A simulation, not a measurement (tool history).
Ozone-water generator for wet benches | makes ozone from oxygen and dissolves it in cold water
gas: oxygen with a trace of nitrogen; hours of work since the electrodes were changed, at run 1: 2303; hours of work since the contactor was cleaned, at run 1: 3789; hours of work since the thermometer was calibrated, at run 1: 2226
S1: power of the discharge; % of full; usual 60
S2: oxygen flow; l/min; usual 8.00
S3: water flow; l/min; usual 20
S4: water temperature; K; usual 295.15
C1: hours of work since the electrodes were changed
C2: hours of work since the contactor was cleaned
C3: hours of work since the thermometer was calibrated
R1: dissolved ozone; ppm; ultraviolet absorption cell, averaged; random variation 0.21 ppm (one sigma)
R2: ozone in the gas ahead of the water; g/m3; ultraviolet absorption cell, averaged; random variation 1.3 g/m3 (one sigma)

Run 1, day 0.000: usual settings; C1 2303; C2 3789; C3 2226. Result: R1 29.2 ppm, R2 241.6 g/m3.
Run 2, day 1.700: usual settings; C1 2342; C2 3828; C3 2265. Result: R1 28.9 ppm, R2 241.3 g/m3.
Run 3, day 3.579: usual settings; C1 2385; C2 3871; C3 2308. Result: R1 29.0 ppm, R2 241.4 g/m3.
Run 4, day 5.662: usual settings but S1 40 % of full; C1 2433; C2 3919; C3 2356. Result: R1 22.6 ppm, R2 187.1 g/m3.
Run 5, day 7.925: usual settings but S1 40 % of full; C1 2485; C2 3970; C3 2407. Result: R1 22.5 ppm, R2 189.0 g/m3.
Run 6, day 10.083: usual settings but S1 40 % of full; C1 2534; C2 4020; C3 2457. Result: R1 22.5 ppm, R2 186.8 g/m3.
Run 7, day 12.833: usual settings but S1 40 % of full; C1 2597; C2 4083; C3 2520. Result: R1 22.5 ppm, R2 188.2 g/m3.
Run 8, day 14.188: usual settings but S1 43 % of full; C1 2628; C2 4114; C3 2551. Result: R1 23.5 ppm, R2 199.1 g/m3.
Run 9, day 17.042: usual settings but S1 43 % of full; C1 2694; C2 4179; C3 2616. Result: R1 23.5 ppm, R2 196.2 g/m3.
Run 10, day 18.988: usual settings but S1 43 % of full; C1 2738; C2 4224; C3 2661. Result: R1 23.4 ppm, R2 196.4 g/m3.
Run 11, day 21.317: usual settings but S1 77 % of full; C1 2792; C2 4277; C3 2714. Result: R1 33.2 ppm, R2 275.7 g/m3.
Run 12, day 22.650: usual settings but S1 77 % of full, S3 24 l/min; C1 2822; C2 4308; C3 2745. Result: R1 28.8 ppm, R2 282.8 g/m3.
Run 13, day 25.421: usual settings but S1 61 % of full, S2 10.09 l/min, S3 31 l/min, S4 298.15 K; C1 2886; C2 4371; C3 2808. Result: R1 18.3 ppm, R2 214.4 g/m3.
Run 14, day 27.892: usual settings but S1 43 % of full, S2 7.73 l/min, S3 13 l/min, S4 293.15 K; C1 2942; C2 4428; C3 2865. Result: R1 33.4 ppm, R2 199.9 g/m3.

Run 15 comes next. What will it give?
At day 28.229: contactor cleaned.
Run 15, day 29.533: usual settings but S1 43 % of full, S2 6.13 l/min, S3 13 l/min; C1 2976; C2 30; C3 2899. Result: R1 ?, R2 ?.

Run 15 gave R1 33.0 ppm, R2 227.4 g/m3.
Without the tool's hidden state the same run would have given R1 35.6 ppm, R2 233.6 g/m3.

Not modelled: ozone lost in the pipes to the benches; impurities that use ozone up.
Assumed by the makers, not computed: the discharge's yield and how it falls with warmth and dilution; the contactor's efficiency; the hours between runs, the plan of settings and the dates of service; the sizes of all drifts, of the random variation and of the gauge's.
